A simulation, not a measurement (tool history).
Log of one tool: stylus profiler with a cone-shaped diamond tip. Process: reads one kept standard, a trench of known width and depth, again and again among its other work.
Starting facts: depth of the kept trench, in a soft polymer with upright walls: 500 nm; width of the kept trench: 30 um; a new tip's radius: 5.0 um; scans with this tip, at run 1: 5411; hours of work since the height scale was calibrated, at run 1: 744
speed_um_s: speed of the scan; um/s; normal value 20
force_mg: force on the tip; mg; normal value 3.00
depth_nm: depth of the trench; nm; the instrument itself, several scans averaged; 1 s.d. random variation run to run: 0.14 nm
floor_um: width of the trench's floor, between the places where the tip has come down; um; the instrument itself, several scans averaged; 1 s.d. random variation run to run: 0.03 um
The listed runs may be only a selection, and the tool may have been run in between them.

run,day,speed_um_s,force_mg,scans with this tip,hours of work since the height scale was calibrated,depth_nm,floor_um
1,0.000,20,3.00,5411,744,509.61,25.54
2,1.204,20,3.00,5542,762,509.43,25.53
3,2.029,20,3.00,5632,774,509.48,25.54
4,2.908,20,3.00,5728,788,509.60,25.50
5,3.788,20,3.00,5823,801,509.65,25.49
6,4.604,20,3.00,5912,813,509.53,25.48
7,5.412,20,3.00,6000,825,509.63,25.54
8,6.779,37,3.00,6149,845,509.44,25.41
9,7.496,20,3.00,6227,856,509.70,25.45
10,8.617,20,3.00,6349,873,509.67,25.53
11,9.862,20,3.00,6484,892,509.66,25.52
12,10.629,31,3.00,6568,903,509.52,25.43
13,11.379,31,3.00,6649,914,509.72,25.48
14,12.417,31,3.00,6762,930,509.66,25.46
15,13.204,20,3.00,6848,942,509.38,25.53
16,14.308,20,3.00,6968,958,509.84,25.53
17,14.992,69,3.41,7043,968,510.54,25.29
18,15.746,20,8.59,7124,980,519.34,25.55
19,17.025,13,4.26,7264,999,511.93,25.59
20,17.592,13,4.26,7325,1007,512.00,25.60
21,18.146,13,4.26,7386,1016,512.00,25.51
22,19.129,24,1.04,7493,1030,504.87,25.42
23,20.300,24,1.04,7620,1048,504.84,25.40
24,21.338,25,1.74,7733,1063,506.84,25.50
25,22.088,32,3.65,7815,1075,511.18,25.48
26,23.329,32,3.65,7950,1093,511.08,25.47
27,24.038,32,3.65,8027,1104,510.97,25.48
28,25.129,11,3.65,8146,1120,510.89,25.53
29,26.075,74,3.19,8249,1134,509.87,25.22

Consider 3 possible next runs. They are alternatives, not a sequence: every one starts from the tool as it was left by run 29. What does each give?
A,27.388,6,1.28,8391,1154,?,?
B,27.388,20,2.01,8391,1154,?,?
C,27.388,30,3.00,8391,1154,?,?

run,depth_nm,floor_um
A,505.39,25.58
B,507.36,25.49
C,509.64,25.42
Take away the tool's hidden state, keep each run's random variation, and the runs would have read:
run,depth_nm,floor_um
A,505.39,25.58
B,507.35,25.49
C,509.64,25.42

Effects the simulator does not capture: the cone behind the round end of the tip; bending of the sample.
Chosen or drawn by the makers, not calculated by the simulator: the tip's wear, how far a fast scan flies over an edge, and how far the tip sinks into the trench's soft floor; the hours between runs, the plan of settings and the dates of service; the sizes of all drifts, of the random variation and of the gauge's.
